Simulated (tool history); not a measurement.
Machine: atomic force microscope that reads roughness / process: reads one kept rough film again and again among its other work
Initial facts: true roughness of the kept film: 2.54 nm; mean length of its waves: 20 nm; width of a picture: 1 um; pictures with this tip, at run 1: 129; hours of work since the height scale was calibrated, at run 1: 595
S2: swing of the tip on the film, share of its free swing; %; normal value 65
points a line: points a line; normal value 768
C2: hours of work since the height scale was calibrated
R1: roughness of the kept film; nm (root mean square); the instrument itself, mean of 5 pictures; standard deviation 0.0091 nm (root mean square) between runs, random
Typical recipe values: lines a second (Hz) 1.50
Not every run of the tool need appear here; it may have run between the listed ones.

run 1 hour=0.0 | lines_a_second_(Hz)=1.50 S2=65 points_a_line=768 | pictures_with_this_tip=129 C2=595 | R1=1.833
run 2 hour=16.7 | lines_a_second_(Hz)=1.50 S2=65 points_a_line=768 | pictures_with_this_tip=157 C2=609 | R1=1.809
run 3 hour=39.2 | lines_a_second_(Hz)=1.50 S2=65 points_a_line=665 | pictures_with_this_tip=195 C2=627 | R1=1.756
run 4 hour=55.1 | lines_a_second_(Hz)=1.50 S2=65 points_a_line=936 | pictures_with_this_tip=223 C2=639 | R1=1.719
run 5 hour=70.0 | lines_a_second_(Hz)=2.93 S2=65 points_a_line=936 | pictures_with_this_tip=248 C2=651 | R1=1.600
run 6 hour=91.3 | lines_a_second_(Hz)=1.50 S2=63 points_a_line=768 | pictures_with_this_tip=284 C2=668 | R1=1.657
run 7 hour=113.3 | lines_a_second_(Hz)=1.50 S2=63 points_a_line=768 | pictures_with_this_tip=321 C2=686 | R1=1.598
run 8 hour=126.0 | lines_a_second_(Hz)=1.50 S2=65 points_a_line=768 | pictures_with_this_tip=343 C2=696 | R1=1.563
run 9 hour=144.9 | lines_a_second_(Hz)=1.50 S2=65 points_a_line=768 | pictures_with_this_tip=375 C2=711 | R1=1.525
-- hour=155.0 new tip fitted
run 10 hour=163.4 | lines_a_second_(Hz)=1.50 S2=65 points_a_line=768 | pictures_with_this_tip=15 C2=725 | R1=2.000
run 11 hour=178.7 | lines_a_second_(Hz)=1.50 S2=78 points_a_line=768 | pictures_with_this_tip=41 C2=737 | R1=1.845
run 12 hour=193.6 | lines_a_second_(Hz)=1.50 S2=78 points_a_line=768 | pictures_with_this_tip=66 C2=749 | R1=1.796
run 13 hour=211.2 | lines_a_second_(Hz)=0.54 S2=65 points_a_line=768 | pictures_with_this_tip=96 C2=763 | R1=1.937
run 14 hour=222.1 | lines_a_second_(Hz)=0.54 S2=65 points_a_line=768 | pictures_with_this_tip=114 C2=772 | R1=1.911
run 15 hour=241.9 | lines_a_second_(Hz)=0.54 S2=65 points_a_line=768 | pictures_with_this_tip=148 C2=788 | R1=1.850
run 16 hour=256.0 | lines_a_second_(Hz)=1.50 S2=65 points_a_line=405 | pictures_with_this_tip=172 C2=799 | R1=1.732
run 17 hour=275.5 | lines_a_second_(Hz)=1.50 S2=65 points_a_line=405 | pictures_with_this_tip=205 C2=814 | R1=1.695
run 18 hour=298.2 | lines_a_second_(Hz)=1.50 S2=65 points_a_line=768 | pictures_with_this_tip=244 C2=833 | R1=1.659
run 19 hour=314.1 | lines_a_second_(Hz)=1.50 S2=65 points_a_line=768 | pictures_with_this_tip=271 C2=845 | R1=1.624
run 20 hour=327.6 | lines_a_second_(Hz)=0.71 S2=65 points_a_line=768 | pictures_with_this_tip=294 C2=856 | R1=1.642
run 21 hour=342.2 | lines_a_second_(Hz)=1.77 S2=65 points_a_line=768 | pictures_with_this_tip=318 C2=868 | R1=1.534
run 22 hour=354.7 | lines_a_second_(Hz)=1.50 S2=65 points_a_line=768 | pictures_with_this_tip=340 C2=878 | R1=1.523
run 23 hour=369.7 | lines_a_second_(Hz)=1.50 S2=65 points_a_line=768 | pictures_with_this_tip=365 C2=889 | R1=1.512
run 24 hour=379.8 | lines_a_second_(Hz)=1.50 S2=83 points_a_line=299 | pictures_with_this_tip=382 C2=898 | R1=1.337
-- hour=386.3 new tip fitted
run 25 hour=403.3 | lines_a_second_(Hz)=1.42 S2=83 points_a_line=768 | pictures_with_this_tip=29 C2=916 | R1=1.829
run 26 hour=418.5 | lines_a_second_(Hz)=1.50 S2=79 points_a_line=768 | pictures_with_this_tip=55 C2=928 | R1=1.808
run 27 hour=432.5 | lines_a_second_(Hz)=1.97 S2=61 points_a_line=768 | pictures_with_this_tip=79 C2=939 | R1=1.899
run 28 hour=448.2 | lines_a_second_(Hz)=1.97 S2=61 points_a_line=768 | pictures_with_this_tip=106 C2=952 | R1=1.841
run 29 hour=468.5 | lines_a_second_(Hz)=3.25 S2=68 points_a_line=447 | pictures_with_this_tip=140 C2=968 | R1=1.638
run 30 hour=488.8 | lines_a_second_(Hz)=1.50 S2=60 points_a_line=724 | pictures_with_this_tip=175 C2=984 | R1=1.757
run 31 hour=502.5 | lines_a_second_(Hz)=1.50 S2=60 points_a_line=724 | pictures_with_this_tip=198 C2=995 | R1=1.753
-- hour=520.5 height scale calibrated on a step standard
run 32 hour=524.5 | lines_a_second_(Hz)=1.50 S2=60 points_a_line=724 | pictures_with_this_tip=234 C2=3 | R1=1.670
run 33 hour=542.8 | lines_a_second_(Hz)=1.50 S2=60 points_a_line=724 | pictures_with_this_tip=265 C2=18 | R1=1.614
run 34 hour=553.5 | lines_a_second_(Hz)=1.50 S2=60 points_a_line=724 | pictures_with_this_tip=283 C2=26 | R1=1.612
run 35 hour=575.8 | lines_a_second_(Hz)=2.25 S2=65 points_a_line=768 | pictures_with_this_tip=321 C2=44 | R1=1.511
run 36 hour=594.8 | lines_a_second_(Hz)=1.39 S2=80 points_a_line=329 | pictures_with_this_tip=353 C2=59 | R1=1.409
run 37 hour=614.8 | lines_a_second_(Hz)=1.39 S2=80 points_a_line=835 | pictures_with_this_tip=387 C2=75 | R1=1.389
-- hour=617.5 new tip fitted
run 38 hour=635.9 | lines_a_second_(Hz)=1.48 S2=68 points_a_line=835 | pictures_with_this_tip=31 C2=91 | R1=1.922
run 39 hour=646.4 | lines_a_second_(Hz)=1.48 S2=68 points_a_line=835 | pictures_with_this_tip=49 C2=100 | R1=1.901
run 40 hour=663.4 | lines_a_second_(Hz)=1.48 S2=68 points_a_line=835 | pictures_with_this_tip=78 C2=113 | R1=1.841
run 41 hour=685.3 | lines_a_second_(Hz)=1.48 S2=68 points_a_line=835 | pictures_with_this_tip=115 C2=131 | R1=1.791

Run 42 has not been measured yet. What should we expect?
run 42 hour=701.0 | lines_a_second_(Hz)=1.48 S2=68 points_a_line=274 | pictures_with_this_tip=142 C2=143 | R1=?

Run 42 came out at R1 1.692 nm (root mean square).
Without the tool's hidden state the same run would have given R1 1.950 nm (root mean square).
